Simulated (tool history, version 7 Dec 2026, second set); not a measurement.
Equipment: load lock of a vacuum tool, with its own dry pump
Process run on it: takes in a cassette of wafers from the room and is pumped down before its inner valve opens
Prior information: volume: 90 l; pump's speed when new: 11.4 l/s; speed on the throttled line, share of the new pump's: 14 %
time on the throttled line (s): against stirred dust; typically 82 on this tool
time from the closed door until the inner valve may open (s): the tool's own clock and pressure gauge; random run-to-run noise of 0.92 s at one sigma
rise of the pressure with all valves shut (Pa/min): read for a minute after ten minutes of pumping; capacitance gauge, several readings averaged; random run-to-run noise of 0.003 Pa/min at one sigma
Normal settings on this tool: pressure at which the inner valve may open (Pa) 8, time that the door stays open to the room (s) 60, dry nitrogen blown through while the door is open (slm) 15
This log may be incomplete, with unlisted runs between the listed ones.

| run | hour | time on the throttled line (s) | pressure at which the inner valve may open (Pa) | time that the door stays open to the room (s) | dry nitrogen blown through while the door is open (slm) | incoming humidity of the room's air, % | time from the closed door until the inner valve may open (s) | rise of the pressure with all valves shut (Pa/min) |
|---|---|---|---|---|---|---|---|---|
| 1 | 0 | 82 | 8 | 60 | 15 | 47.1 | 145.4 | 0.049 |
| 2 | 112.5 | 82 | 8 | 60 | 15 | 46 | 145.3 | 0.044 |
| 3 | 265 | 82 | 8 | 60 | 15 | 46.6 | 146 | 0.046 |
| 4 | 358.4 | 82 | 8 | 60 | 20 | 45.5 | 145.6 | 0.043 |
| 5 | 483.1 | 82 | 8 | 60 | 20 | 43.4 | 147.3 | 0.044 |
| 6 | 554.9 | 100 | 8 | 60 | 15 | 44 | 160.9 | 0.038 |
| 7 | 711.8 | 82 | 8 | 97 | 15 | 46 | 145.9 | 0.054 |
| 8 | 795.9 | 87 | 8 | 60 | 15 | 42.8 | 149 | 0.041 |
| 9 | 885.3 | 87 | 15 | 60 | 15 | 42 | 144.9 | 0.041 |
| 10 | 1006 | 82 | 7 | 60 | 5 | 45.8 | 146.5 | 0.051 |
| 11 | 1156.5 | 95 | 8 | 60 | 5 | 44.8 | 157.3 | 0.054 |
| 12 | 1223 | 48 | 15 | 58 | 6 | 43.8 | 110.9 | 0.052 |
| 13 | 1361.8 | 48 | 8 | 58 | 5 | 49 | 116.8 | 0.055 |
| 14 | 1491 | 82 | 8 | 64 | 20 | 47.1 | 143.8 | 0.042 |
| 15 | 1577.8 | 82 | 8 | 34 | 5 | 41.6 | 145.5 | 0.045 |

Each row is a separate what-if for the run after 15, all from the same tool condition, not one after another. Results?
| A | 1704.5 | 82 | 8 | 60 | 6 | 45 | ? | ? |
| B | 1704.5 | 70 | 8 | 168 | 8 | 47.3 | ? | ? |
| C | 1704.5 | 73 | 7 | 27 | 15 | 44.5 | ? | ? |

| run | time from the closed door until the inner valve may open (s) | rise of the pressure with all valves shut (Pa/min) |
|---|---|---|
| A | 145.2 | 0.058 |
| B | 135.3 | 0.068 |
| C | 140.8 | 0.035 |
What these runs would have given with no unlogged condition in the tool:
| run | time from the closed door until the inner valve may open (s) | rise of the pressure with all valves shut (Pa/min) |
|---|---|---|
| A | 145.2 | 0.058 |
| B | 135.3 | 0.068 |
| C | 140.8 | 0.034 |
